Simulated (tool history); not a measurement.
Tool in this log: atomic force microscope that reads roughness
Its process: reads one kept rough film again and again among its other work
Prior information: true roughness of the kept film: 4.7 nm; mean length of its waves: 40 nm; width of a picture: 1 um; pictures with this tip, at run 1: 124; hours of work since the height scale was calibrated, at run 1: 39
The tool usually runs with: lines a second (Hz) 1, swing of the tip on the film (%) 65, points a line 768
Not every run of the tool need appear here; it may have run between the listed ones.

run,hour,lines a second (Hz),swing of the tip on the film (%),points a line,pictures with this tip,hours of work since the height scale was calibrated,roughness of the kept film (nm (root mean square))
1,0,1,65,768,124,39,3.666
2,4.9,1,65,768,130,41,3.67
3,12.2,0.51,65,768,137,44,3.69
4,20.3,0.51,65,768,145,48,3.651
5,27.2,0.51,65,768,153,51,3.638
6,34.5,0.51,65,768,160,55,3.616
7,39.5,0.51,65,689,165,57,3.609
8,46.7,1,65,508,173,60,3.469
# hour 50.3: new tip fitted
9,51.8,1,65,508,1,62,4.194
10,60.7,1,55,768,11,67,4.186
11,69.1,1,55,768,19,70,4.136
12,78.2,1,65,692,29,75,4.013
13,82.3,1.67,65,768,33,77,3.905
14,90.5,1.67,65,768,41,80,3.884
15,99.4,1,65,863,51,84,3.93
16,106,1,55,768,57,87,3.995
17,111.8,1,65,920,63,90,3.877
18,118.7,1,58,768,70,93,3.893
19,124.4,1,58,768,76,96,3.896
20,133.2,1,65,768,85,100,3.782
21,139.7,1,67,768,92,103,3.747
22,143.7,1,64,768,96,105,3.732
23,149.4,1,64,768,102,108,3.719
24,154.7,1,64,768,108,110,3.679
25,163.2,1,80,768,116,114,3.476
26,168.8,1,80,768,122,117,3.447
27,176.7,1.25,59,768,130,120,3.643
28,181.2,2.08,73,720,135,122,3.312
29,185.5,2.08,73,720,140,124,3.282
30,192.8,2.08,73,720,147,128,3.262
31,196.9,2.08,73,720,151,129,3.265
32,203.9,2.08,73,720,159,133,3.216
33,212.9,1.53,68,374,168,137,3.34
34,217.1,1.53,68,374,172,139,3.316
# hour 218.9: height scale calibrated on a step standard
# hour 222: new tip fitted
35,222.9,1.16,85,768,1,2,3.793
36,227.1,1,65,376,5,4,4.106
37,231.1,1.61,77,429,9,5,3.779
38,240.6,0.8,77,429,19,10,3.943
39,247.3,2.36,65,768,26,13,3.786
# hour 253.5: height scale calibrated on a step standard, once more
40,255.7,0.7,65,845,33,1,4.041
41,263.4,0.7,65,845,41,5,4.006
42,273.1,2.15,85,589,51,9,3.292
43,281.4,2.15,85,589,60,13,3.231
44,285.9,1.82,55,589,65,15,3.89
45,291,1.82,82,341,70,17,3.362
46,295,1.82,82,341,74,19,3.361
47,303.8,1.82,82,341,83,23,3.326
48,307.9,1,69,407,87,25,3.72
49,315.8,1,69,407,95,29,3.71
50,320.4,1,69,407,100,31,3.68
51,328.3,1,69,407,108,35,3.635
52,336.2,2.84,78,662,116,38,3.105

For some of the steps in roughness of the kept film (nm (root mean square)) from one run to the next: how much would appear even if the tool had no hidden state, given the settings, what came in and random variation, and how much remains for the hidden state plus any gauge scatter that the measured result and the result without hidden state don't share?
The hidden state here: radius of the tip, nm; height scale over the true one, %; drift of the gauge itself on roughness_nm, %.
Run 8 -> 9: new tip fitted. roughness of the kept film (nm (root mean square)) +0.725: hidden state +0.664, all else +0.061.
Run 34 -> 35: lines a second (Hz) 1.53 -> 1.16, swing of the tip on the film (%) 68 -> 85, points a line 374 -> 768, height scale calibrated on a step standard, new tip fitted. roughness of the kept film (nm (root mean square)) +0.477: hidden state +0.651, all else -0.174.
Run 41 -> 42: lines a second (Hz) 0.7 -> 2.15, swing of the tip on the film (%) 65 -> 85, points a line 845 -> 589. roughness of the kept film (nm (root mean square)) -0.714: hidden state +0, all else -0.714.
Run 43 -> 44: lines a second (Hz) 2.15 -> 1.82, swing of the tip on the film (%) 85 -> 55. roughness of the kept film (nm (root mean square)) +0.659: hidden state -0.075, all else +0.734.

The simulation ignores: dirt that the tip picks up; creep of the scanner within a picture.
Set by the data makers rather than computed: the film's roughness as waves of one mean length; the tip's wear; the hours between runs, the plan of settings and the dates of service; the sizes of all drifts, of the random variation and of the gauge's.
